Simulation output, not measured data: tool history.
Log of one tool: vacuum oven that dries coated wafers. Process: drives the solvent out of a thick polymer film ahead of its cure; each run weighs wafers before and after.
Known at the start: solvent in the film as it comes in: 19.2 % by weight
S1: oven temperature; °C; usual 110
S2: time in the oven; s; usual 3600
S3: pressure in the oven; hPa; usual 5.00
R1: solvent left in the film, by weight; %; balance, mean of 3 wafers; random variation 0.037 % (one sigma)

| run | day | S1 | S2 | S3 | R1 |
|---|---|---|---|---|---|
| 1 | 0.000 | 110 | 3600 | 5.00 | 1.49 |
| 2 | 3.708 | 110 | 3600 | 5.00 | 1.49 |
| 3 | 6.917 | 110 | 3600 | 5.00 | 1.45 |
| 4 | 10.025 | 110 | 3600 | 5.00 | 1.46 |
| 5 | 11.996 | 110 | 3600 | 5.00 | 1.49 |
| 6 | 15.125 | 120 | 3600 | 5.00 | 0.40 |
| 7 | 18.412 | 120 | 3600 | 5.00 | 0.40 |
| 8 | 21.508 | 120 | 3600 | 5.00 | 0.39 |
| 9 | 23.888 | 120 | 3600 | 5.00 | 0.34 |
| 10 | 26.021 | 120 | 3600 | 8.92 | 0.39 |
| 11 | 28.258 | 103 | 3600 | 8.92 | 3.18 |
| 12 | 32.350 | 110 | 3600 | 5.00 | 1.45 |
| 13 | 34.462 | 110 | 3600 | 5.00 | 1.42 |
| 14 | 37.408 | 110 | 3600 | 5.00 | 1.53 |
| 15 | 40.900 | 110 | 3600 | 5.00 | 1.45 |
| 16 | 42.754 | 110 | 3000 | 5.00 | 2.14 |
| 17 | 45.650 | 113 | 4020 | 18.17 | 1.11 |
| 18 | 48.025 | 98 | 3600 | 10.86 | 4.71 |
| 19 | 49.721 | 98 | 3600 | 10.86 | 4.73 |
| 20 | 51.383 | 96 | 3000 | 4.72 | 6.20 |
| 21 | 54.942 | 96 | 3000 | 4.72 | 6.13 |
| 22 | 56.888 | 96 | 3000 | 4.72 | 6.10 |
| 23 | 59.154 | 96 | 3000 | 4.72 | 6.11 |
| 24 | 60.958 | 110 | 3000 | 5.00 | 2.15 |

The next listed run, before its measurement:
| 25 | 63.792 | 99 | 3120 | 4.90 | ? |

Run 25 gave R1 4.93 %.
Without the tool's hidden state the same run would have given R1 4.96 %.

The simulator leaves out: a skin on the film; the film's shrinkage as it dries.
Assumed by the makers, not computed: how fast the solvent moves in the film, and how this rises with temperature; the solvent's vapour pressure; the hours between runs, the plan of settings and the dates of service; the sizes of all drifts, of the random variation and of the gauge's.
